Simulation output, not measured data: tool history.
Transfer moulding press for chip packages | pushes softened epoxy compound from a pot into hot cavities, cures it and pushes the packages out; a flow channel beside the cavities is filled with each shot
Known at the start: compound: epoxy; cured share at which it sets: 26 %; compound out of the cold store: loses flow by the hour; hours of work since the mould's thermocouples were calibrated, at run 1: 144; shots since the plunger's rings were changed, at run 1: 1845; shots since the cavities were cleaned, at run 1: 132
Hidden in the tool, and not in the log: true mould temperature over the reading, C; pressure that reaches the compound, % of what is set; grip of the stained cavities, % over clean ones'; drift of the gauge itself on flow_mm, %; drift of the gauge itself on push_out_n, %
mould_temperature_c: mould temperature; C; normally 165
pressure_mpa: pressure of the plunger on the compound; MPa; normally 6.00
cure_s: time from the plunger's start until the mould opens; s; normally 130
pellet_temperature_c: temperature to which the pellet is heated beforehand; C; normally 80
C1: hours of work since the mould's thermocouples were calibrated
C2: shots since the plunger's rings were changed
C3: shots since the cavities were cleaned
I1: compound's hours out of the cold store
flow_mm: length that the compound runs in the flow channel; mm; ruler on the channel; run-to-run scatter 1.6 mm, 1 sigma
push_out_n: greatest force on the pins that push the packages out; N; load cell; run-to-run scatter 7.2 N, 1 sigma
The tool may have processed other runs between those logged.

{"run": 1, "hour": 0.0, "mould_temperature_c": 165, "pressure_mpa": 6.0, "cure_s": 130, "pellet_temperature_c": 80, "C1": 144, "C2": 1845, "C3": 132, "I1": 14.2, "flow_mm": 687, "push_out_n": 395}
{"run": 2, "hour": 45.4, "mould_temperature_c": 165, "pressure_mpa": 6.0, "cure_s": 146, "pellet_temperature_c": 80, "C1": 172, "C2": 2279, "C3": 566, "I1": 31.4, "flow_mm": 601, "push_out_n": 480}
{"hour": 60.1, "done": "cavities cleaned with cleaning compound and waxed"}
{"hour": 88.6, "done": "plunger's sealing rings changed"}
{"run": 3, "hour": 121.9, "mould_temperature_c": 164, "pressure_mpa": 6.0, "cure_s": 130, "pellet_temperature_c": 80, "C1": 219, "C2": 318, "C3": 567, "I1": 12.6, "flow_mm": 703, "push_out_n": 605}
{"hour": 132.8, "done": "cavities cleaned with cleaning compound and waxed"}
{"run": 4, "hour": 166.8, "mould_temperature_c": 173, "pressure_mpa": 6.0, "cure_s": 130, "pellet_temperature_c": 80, "C1": 246, "C2": 733, "C3": 325, "I1": 43.2, "flow_mm": 546, "push_out_n": 372}
{"hour": 204.9, "done": "cavities cleaned with cleaning compound and waxed"}
{"run": 5, "hour": 246.0, "mould_temperature_c": 173, "pressure_mpa": 6.0, "cure_s": 130, "pellet_temperature_c": 80, "C1": 296, "C2": 1476, "C3": 393, "I1": 36.3, "flow_mm": 567, "push_out_n": 427}
{"hour": 273.7, "done": "cavities cleaned with cleaning compound and waxed"}
{"run": 6, "hour": 291.5, "mould_temperature_c": 173, "pressure_mpa": 6.0, "cure_s": 130, "pellet_temperature_c": 80, "C1": 324, "C2": 1896, "C3": 170, "I1": 25.0, "flow_mm": 612, "push_out_n": 358}
{"hour": 342.8, "done": "cavities cleaned with cleaning compound and waxed"}
{"run": 7, "hour": 342.8, "mould_temperature_c": 173, "pressure_mpa": 6.0, "cure_s": 130, "pellet_temperature_c": 80, "C1": 355, "C2": 2372, "C3": 0, "I1": 23.0, "flow_mm": 618, "push_out_n": 263}
{"hour": 373.2, "done": "plunger's sealing rings changed"}
{"run": 8, "hour": 408.2, "mould_temperature_c": 173, "pressure_mpa": 6.0, "cure_s": 130, "pellet_temperature_c": 80, "C1": 395, "C2": 334, "C3": 601, "I1": 37.2, "flow_mm": 572, "push_out_n": 474}
{"hour": 414.5, "done": "cavities cleaned with cleaning compound and waxed"}
{"hour": 482.1, "done": "cavities cleaned with cleaning compound and waxed"}
{"run": 9, "hour": 490.7, "mould_temperature_c": 173, "pressure_mpa": 6.0, "cure_s": 130, "pellet_temperature_c": 80, "C1": 446, "C2": 1094, "C3": 82, "I1": 12.8, "flow_mm": 677, "push_out_n": 303}
{"hour": 553.9, "done": "cavities cleaned with cleaning compound and waxed"}
{"run": 10, "hour": 566.2, "mould_temperature_c": 173, "pressure_mpa": 6.0, "cure_s": 130, "pellet_temperature_c": 80, "C1": 493, "C2": 1802, "C3": 118, "I1": 8.4, "flow_mm": 692, "push_out_n": 323}

Estimate the outcome of run 11 from the log above:
{"run": 11, "hour": 606.7, "mould_temperature_c": 173, "pressure_mpa": 7.14, "cure_s": 130, "pellet_temperature_c": 72, "C1": 519, "C2": 2189, "C3": 505, "I1": 36.3, "flow_mm": "?", "push_out_n": "?"}

{"run 11": {"flow_mm": 612, "push_out_n": 440}}
Minus the tool's unlogged condition, the same run would have read flow_mm 630 mm, push_out_n 258 N.

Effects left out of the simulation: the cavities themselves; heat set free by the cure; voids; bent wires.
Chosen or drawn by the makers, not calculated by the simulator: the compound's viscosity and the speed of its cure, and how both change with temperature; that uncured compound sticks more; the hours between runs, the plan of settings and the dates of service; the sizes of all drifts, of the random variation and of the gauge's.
